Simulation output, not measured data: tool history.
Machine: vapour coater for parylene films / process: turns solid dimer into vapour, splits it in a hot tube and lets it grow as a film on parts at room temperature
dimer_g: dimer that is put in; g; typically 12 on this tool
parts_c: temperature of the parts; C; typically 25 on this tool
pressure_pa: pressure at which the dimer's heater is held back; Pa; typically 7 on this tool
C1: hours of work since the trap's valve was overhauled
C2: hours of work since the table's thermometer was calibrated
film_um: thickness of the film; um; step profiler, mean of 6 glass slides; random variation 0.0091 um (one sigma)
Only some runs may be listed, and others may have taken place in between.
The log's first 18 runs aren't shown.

Run 19, hour 205.6: usual settings; C1 242; C2 481. Result: film_um 3.613 um.
Run 20, hour 212.8: usual settings; C1 247; C2 486. Result: film_um 3.612 um.
Run 21, hour 224: usual settings; C1 254; C2 493. Result: film_um 3.614 um.
Run 22, hour 235.4: usual settings but parts_c 26 C; C1 262; C2 500. Result: film_um 3.442 um.
Run 23, hour 245.8: usual settings but parts_c 26 C; C1 269; C2 507. Result: film_um 3.453 um.
Run 24, hour 255.1: usual settings but parts_c 26 C; C1 275; C2 513. Result: film_um 3.45 um.
Run 25, hour 267.1: usual settings but dimer_g 6 g, parts_c 18 C, pressure_pa 11.99 Pa; C1 283; C2 521. Result: film_um 2.173 um.
Run 26, hour 278.3: usual settings but dimer_g 13 g, parts_c 22 C; C1 290; C2 529. Result: film_um 4.416 um.
Run 27, hour 295.3: usual settings but dimer_g 8 g, parts_c 34 C, pressure_pa 9.95 Pa; C1 301; C2 540. Result: film_um 1.515 um.
Run 28, hour 303.3: usual settings but dimer_g 15 g, parts_c 21 C, pressure_pa 9.03 Pa; C1 306; C2 545. Result: film_um 5.064 um.
Run 29, hour 314.6: usual settings but dimer_g 6 g, parts_c 37 C; C1 314; C2 552. Result: film_um 1.077 um.
Run 30, hour 323.9: usual settings but dimer_g 16 g, parts_c 17 C; C1 320; C2 558. Result: film_um 6.729 um.
Run 31, hour 338.8: usual settings but dimer_g 6 g, pressure_pa 4.41 Pa; C1 330; C2 568. Result: film_um 1.983 um.
Run 32, hour 354.5: usual settings but parts_c 23 C, pressure_pa 11.04 Pa; C1 340; C2 578. Result: film_um 3.556 um.
Run 33, hour 364.4: usual settings but dimer_g 7 g, parts_c 32 C, pressure_pa 4.36 Pa; C1 346; C2 585. Result: film_um 1.712 um.
Run 34, hour 373: usual settings but dimer_g 6 g, parts_c 26 C, pressure_pa 7.29 Pa; C1 352; C2 591. Result: film_um 1.707 um.

For run 35, what comes out?
Run 35, hour 388.7: usual settings but parts_c 37 C, pressure_pa 3.4 Pa; C1 362; C2 601. Result: film_um ?.

{"run 35": {"film_um": 2.485}}
On a tool with no hidden condition, and with the same random variation, this run would have come out at film_um 2.543 um.
